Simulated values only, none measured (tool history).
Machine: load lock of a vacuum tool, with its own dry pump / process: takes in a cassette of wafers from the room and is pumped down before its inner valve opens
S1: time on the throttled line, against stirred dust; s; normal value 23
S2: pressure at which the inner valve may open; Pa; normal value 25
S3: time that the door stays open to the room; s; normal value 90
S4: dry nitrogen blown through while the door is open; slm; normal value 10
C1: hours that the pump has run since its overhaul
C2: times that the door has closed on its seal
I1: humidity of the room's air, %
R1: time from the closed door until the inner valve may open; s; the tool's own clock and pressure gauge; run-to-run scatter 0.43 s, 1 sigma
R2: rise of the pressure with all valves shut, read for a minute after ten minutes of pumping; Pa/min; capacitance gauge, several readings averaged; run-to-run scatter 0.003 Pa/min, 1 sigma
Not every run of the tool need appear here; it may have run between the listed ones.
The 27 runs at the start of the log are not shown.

run 28 day=116.021 | S1=23 S2=37 S3=137 S4=21 | C1=6933 C2=21148 | I1=47.9 | R1=51.6 R2=0.631
run 29 day=121.933 | S1=23 S2=37 S3=137 S4=21 | C1=7074 C2=21346 | I1=46.1 | R1=51.3 R2=0.634
run 30 day=127.317 | S1=18 S2=29 S3=148 S4=10 | C1=7204 C2=21526 | I1=44.1 | R1=49.0 R2=0.656
run 31 day=132.150 | S1=20 S2=21 S3=64 S4=7 | C1=7320 C2=21688 | I1=49.3 | R1=51.9 R2=0.637
run 32 day=138.321 | S1=23 S2=43 S3=90 S4=22 | C1=7468 C2=21894 | I1=48.3 | R1=51.4 R2=0.655
run 33 day=141.133 | S1=35 S2=43 S3=90 S4=4 | C1=7535 C2=21989 | I1=41.2 | R1=59.1 R2=0.662
run 34 day=145.975 | S1=35 S2=43 S3=90 S4=4 | C1=7651 C2=22151 | I1=45.5 | R1=59.2 R2=0.680
run 35 day=149.183 | S1=35 S2=43 S3=208 S4=4 | C1=7728 C2=22258 | I1=45.1 | R1=59.2 R2=0.734
run 36 day=153.588 | S1=19 S2=25 S3=168 S4=10 | C1=7834 C2=22406 | I1=42.8 | R1=50.8 R2=0.705

Alternative continuations, all from the tool just after run 36; predict every row:
run A day=157.750 | S1=23 S2=25 S3=120 S4=8 | C1=7934 C2=22545 | I1=49.0 | R1=? R2=?
run B day=157.750 | S1=19 S2=24 S3=168 S4=10 | C1=7934 C2=22545 | I1=44.6 | R1=? R2=?
run C day=157.750 | S1=18 S2=25 S3=90 S4=10 | C1=7934 C2=22545 | I1=40.9 | R1=? R2=?
run D day=157.750 | S1=23 S2=25 S3=57 S4=10 | C1=7934 C2=22545 | I1=46.3 | R1=? R2=?
run E day=157.750 | S1=19 S2=29 S3=231 S4=11 | C1=7934 C2=22545 | I1=48.1 | R1=? R2=?

run=A R1=53.6 R2=0.703
run=B R1=51.0 R2=0.725
run=C R1=50.8 R2=0.688
run=D R1=54.0 R2=0.680
run=E R1=50.7 R2=0.725
Stripped of hidden state, with their random variation kept, the same runs would have yielded:
run=A R1=51.0 R2=0.066
run=B R1=48.3 R2=0.078
run=C R1=48.0 R2=0.044
run=D R1=51.4 R2=0.040
run=E R1=48.1 R2=0.094
